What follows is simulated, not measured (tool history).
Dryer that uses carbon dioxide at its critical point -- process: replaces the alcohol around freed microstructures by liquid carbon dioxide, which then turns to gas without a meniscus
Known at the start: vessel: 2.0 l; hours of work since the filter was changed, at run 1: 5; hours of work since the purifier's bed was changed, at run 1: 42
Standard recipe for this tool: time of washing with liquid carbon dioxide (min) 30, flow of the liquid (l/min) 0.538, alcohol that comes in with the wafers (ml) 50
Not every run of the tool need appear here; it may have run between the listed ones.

run	hour	time of washing with liquid carbon dioxide (min)	flow of the liquid (l/min)	alcohol that comes in with the wafers (ml)	hours of work since the filter was changed	hours of work since the purifier's bed was changed	alcohol left in the vessel before it's heated (ppm by volume)
1	0	30	0.538	50	5	42	92
2	6.2	30	0.334	50	7	45	690
3	14	23	0.334	50	10	48	1601
4	20.3	23	0.334	50	13	51	1595
5	27.4	34	0.334	50	16	54	427
6	36.3	34	0.527	50	19	57	62
7	44.3	34	0.527	50	23	60	67
8	51.7	34	0.527	50	26	63	60
9	59.2	34	0.527	50	29	66	55
10	69	30	0.538	50	33	70	95
11	78.2	19	0.538	50	36	74	627
12	85.5	19	0.538	50	39	77	625
13	90.4	19	0.538	50	41	79	632
14	96.4	30	0.538	50	44	81	95
15	104.4	30	0.538	50	47	85	91
16	112.3	44	0.538	79	50	88	42
17	120.5	44	0.538	79	53	91	44
18	127.7	25	0.406	42	56	94	575
19	134.6	30	0.538	48	59	97	100
20	139	29	0.491	105	61	99	342
21	148.1	36	0.538	23	65	102	34
22	157.2	28	0.747	28	68	106	39
23	162.5	28	0.401	47	70	108	470
24	168.2	39	0.538	50	73	110	38
25	177	39	0.405	34	76	114	93
26	183.7	39	0.405	34	79	117	99
27	189.2	39	0.405	34	81	119	97
28	195	30	0.504	50	84	121	137
29	203.3	31	0.536	37	87	125	92
30	208	33	0.538	74	89	126	100

5 options for the next run, each taken on its own from the tool as it stands now. Forecast them:
A	215.3	33	0.482	74	92	129	?
B	215.3	35	0.734	22	92	129	?
C	215.3	31	0.538	69	92	129	?
D	215.3	33	0.517	63	92	129	?
E	215.3	37	0.538	50	92	129	?

run	alcohol left in the vessel before it's heated (ppm by volume)
A	155
B	32
C	124
D	101
E	58
With no hidden state in the tool, these same runs would have given:
run	alcohol left in the vessel before it's heated (ppm by volume)
A	108
B	0
C	81
D	60
E	22
